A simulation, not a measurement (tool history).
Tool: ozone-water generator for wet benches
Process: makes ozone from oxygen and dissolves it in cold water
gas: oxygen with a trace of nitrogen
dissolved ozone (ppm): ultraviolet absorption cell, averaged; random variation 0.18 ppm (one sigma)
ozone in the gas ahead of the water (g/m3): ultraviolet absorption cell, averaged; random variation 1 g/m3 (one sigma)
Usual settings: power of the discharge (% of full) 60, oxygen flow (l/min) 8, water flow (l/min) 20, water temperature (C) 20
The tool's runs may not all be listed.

| run | hour | power of the discharge (% of full) | oxygen flow (l/min) | water flow (l/min) | water temperature (C) | dissolved ozone (ppm) | ozone in the gas ahead of the water (g/m3) |
|---|---|---|---|---|---|---|---|
| 1 | 0 | 60 | 8 | 20 | 20 | 24.7 | 175.4 |
| 2 | 57.2 | 60 | 8 | 20 | 20 | 25.2 | 179.5 |
| 3 | 82.4 | 60 | 8 | 20 | 20 | 24.8 | 179.6 |
| 4 | 142.5 | 60 | 8 | 20 | 20 | 24.3 | 178.2 |
| 5 | 178.4 | 60 | 8 | 20 | 26 | 22.1 | 177.7 |
| 6 | 234.4 | 96 | 8 | 20 | 26 | 28.7 | 235.9 |
| 7 | 286.4 | 60 | 8 | 20 | 20 | 24.5 | 174.7 |
| 8 | 327.9 | 60 | 8 | 20 | 20 | 24.8 | 179.5 |
| 9 | 360.7 | 87 | 12.95 | 22 | 20 | 29.1 | 185 |
| 10 | 401.3 | 87 | 12.95 | 22 | 20 | 29.4 | 185.1 |
|  | 406.3 | water thermometer calibrated |
| 11 | 453 | 87 | 12.95 | 22 | 20 | 29.5 | 184.3 |
| 12 | 508.6 | 60 | 12.79 | 19 | 25 | 23 | 149.7 |
| 13 | 562.7 | 60 | 12.79 | 19 | 25 | 22.4 | 148.4 |
| 14 | 606.6 | 60 | 12.79 | 19 | 25 | 22.7 | 148.9 |

Forecast each of these 4 alternatives for the next run:
|  | 640.1 | water thermometer calibrated, once more |
| A | 640.4 | 60 | 5.12 | 13 | 20 | ? | ? |
|  | 640.1 | water thermometer calibrated, once more |
| B | 640.4 | 60 | 12.79 | 19 | 20 | ? | ? |
|  | 640.1 | water thermometer calibrated, once more |
| C | 640.4 | 88 | 12.79 | 26 | 24 | ? | ? |
|  | 640.1 | water thermometer calibrated, once more |
| D | 640.4 | 99 | 12.79 | 19 | 25 | ? | ? |

| run | dissolved ozone (ppm) | ozone in the gas ahead of the water (g/m3) |
|---|---|---|
| A | 31.4 | 208.6 |
| B | 25.1 | 149.4 |
| C | 24.6 | 186.4 |
| D | 30.3 | 200.8 |
Without the tool's hidden state the same runs would have given:
| run | dissolved ozone (ppm) | ozone in the gas ahead of the water (g/m3) |
|---|---|---|
| A | 32.3 | 211.7 |
| B | 26 | 151.6 |
| C | 25.7 | 189.9 |
| D | 31.5 | 204.7 |

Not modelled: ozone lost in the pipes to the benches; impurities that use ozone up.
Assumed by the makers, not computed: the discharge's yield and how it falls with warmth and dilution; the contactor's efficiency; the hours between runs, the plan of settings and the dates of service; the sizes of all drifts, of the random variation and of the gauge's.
